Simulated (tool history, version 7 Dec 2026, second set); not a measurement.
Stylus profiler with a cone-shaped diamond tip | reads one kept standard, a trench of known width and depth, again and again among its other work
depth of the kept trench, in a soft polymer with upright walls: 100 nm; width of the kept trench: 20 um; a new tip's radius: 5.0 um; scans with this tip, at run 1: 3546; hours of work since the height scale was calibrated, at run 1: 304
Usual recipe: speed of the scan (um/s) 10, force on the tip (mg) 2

run,hour,speed of the scan (um/s),force on the tip (mg),scans with this tip,hours of work since the height scale was calibrated,depth of the trench (angstrom),width of the trench's floor (um)
1,0,10,2,3546,304,1013.6,17.85
2,14.9,10,2,3633,311,1014.5,17.82
3,28.2,10,5.66,3710,318,1027,17.87
4,39.5,10,5.66,3775,324,1027.2,17.88
5,56.4,10,5.66,3874,332,1027.7,17.81
6,68.6,10,5.66,3944,338,1026.5,17.86
7,85.4,10,5.66,4041,346,1026.9,17.88
8,97.4,10,2.13,4111,352,1014.6,17.74
9,114.1,10,1.33,4208,361,1011.4,17.79
10,129.9,10,1.33,4300,369,1011.4,17.84
11,138.7,10,1.33,4351,373,1011.5,17.83
12,152.1,10,1.33,4429,380,1011.4,17.85
13,165.3,13,0.9,4505,386,1009.4,17.82
14,180.2,13,0.9,4592,394,1008.8,17.81
15,194.2,5,2.37,4673,401,1016,17.86
16,204.2,20,4.08,4731,406,1022.4,17.82
17,219.1,5,4.19,4817,413,1022.5,17.76
18,234.5,6,1.47,4907,421,1012.4,17.79
19,245.8,7,5.1,4972,426,1025.9,17.87
20,259.3,5,3.5,5051,433,1020.3,17.85
21,274.8,9,2.6,5141,441,1017.2,17.78
22,284.9,11,2.43,5199,446,1016.2,17.82

Had the tool no unlogged condition, and each run kept its random variation, what would the results have been?
Hidden state at play: radius of the tip, um; height scale over the true one, %; drift of the gauge itself on depth_nm, %; drift of the gauge itself on floor_um, %.
run,depth of the trench (angstrom),width of the trench's floor (um)
1,1012.1,17.97
2,1012.9,17.95
3,1025.4,18
4,1025.5,18.01
5,1026.1,17.94
6,1024.8,17.99
7,1025.2,18.01
8,1012.9,17.87
9,1009.7,17.93
10,1009.7,17.99
11,1009.8,17.98
12,1009.7,17.99
13,1007.6,17.97
14,1007,17.96
15,1014.2,18.01
16,1020.5,17.98
17,1020.6,17.92
18,1010.5,17.95
19,1024,18.03
20,1018.3,18.01
21,1015.3,17.95
22,1014.2,17.99

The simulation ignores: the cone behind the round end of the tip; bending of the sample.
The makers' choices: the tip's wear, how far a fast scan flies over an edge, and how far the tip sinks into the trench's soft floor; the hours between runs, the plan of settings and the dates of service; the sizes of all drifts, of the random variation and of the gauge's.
